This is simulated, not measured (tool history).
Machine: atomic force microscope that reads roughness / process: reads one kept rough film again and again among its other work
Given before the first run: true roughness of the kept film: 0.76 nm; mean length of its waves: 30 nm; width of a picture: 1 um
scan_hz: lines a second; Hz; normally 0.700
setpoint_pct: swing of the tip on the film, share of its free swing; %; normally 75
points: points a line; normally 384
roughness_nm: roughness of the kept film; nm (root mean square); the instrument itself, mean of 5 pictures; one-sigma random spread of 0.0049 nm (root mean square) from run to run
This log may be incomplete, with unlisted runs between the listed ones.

run   hour  scan_hz  setpoint_pct  points  roughness_nm
  1    0.0    0.700            75     384         0.708
  2    9.3    1.148            75     384         0.701
  3   17.1    1.148            75     384         0.709
  4   23.5    0.700            75     625         0.713
  5   34.4    0.700            75     257         0.699
  6   42.8    0.700            75     257         0.688
  7   51.9    0.700            75     257         0.699
  8   58.3    0.700            75     508         0.708
  9   67.3    0.700            75     508         0.697
 10   78.3    0.700            75     384         0.692
 11   87.5    0.700            75     384         0.692
 12   96.9    0.700            75     384         0.690
 13  107.7    0.700            75     378         0.682
 14  116.9    0.700            75     378         0.684
 15  126.3    0.700            75     378         0.686
 16  133.7    0.700            75     378         0.682
 17  143.1    0.700            75     378         0.673
 18  151.5    0.700            75     384         0.675
 19  162.4    0.700            75     384         0.674
 20  173.9    2.703            75     384         0.617
 21  182.2    2.703            75     384         0.623
 22  194.1    3.986            60     384         0.643
 23  203.3    1.144            66     384         0.651
     205.2  -- height scale calibrated on a step standard
 24  209.8    1.144            66     384         0.653
     218.2  -- new tip fitted
 25  219.2    0.557            68     406         0.727
     223.8  -- height scale calibrated on a step standard, once more
 26  230.4    1.337            82     546         0.686
 27  238.5    1.337            82     546         0.687
 28  248.2    3.975            83     309         0.588
 29  259.7    3.654            69     341         0.653
 30  269.4    0.700            75     271         0.695
 31  278.9    1.974            56     670         0.709
 32  287.5    1.974            56     670         0.698
 33  293.4    1.974            69     670         0.687
 34  304.6    0.520            59     616         0.710
 35  312.8    1.379            57     384         0.693
 36  320.4    1.641            70     415         0.674
 37  328.8    0.532            82     936         0.688
 38  335.9    0.918            82     394         0.656
 39  344.1    1.364            82     259         0.645
 40  349.0    0.610            87     384         0.669

Consider 4 possible next runs. They are alternatives, not a sequence: every one starts from the tool as it was left by run 40. What does each give?
  A  355.7    2.497            73     384             ?
  B  355.7    0.610            87     840             ?
  C  355.7    0.610            70     282             ?
  D  355.7    0.700            65     276             ?

run  roughness_nm
  A         0.639
  B         0.665
  C         0.679
  D         0.674
Had the tool no hidden state, the same runs would have come out as:
run  roughness_nm
  A         0.676
  B         0.703
  C         0.718
  D         0.713
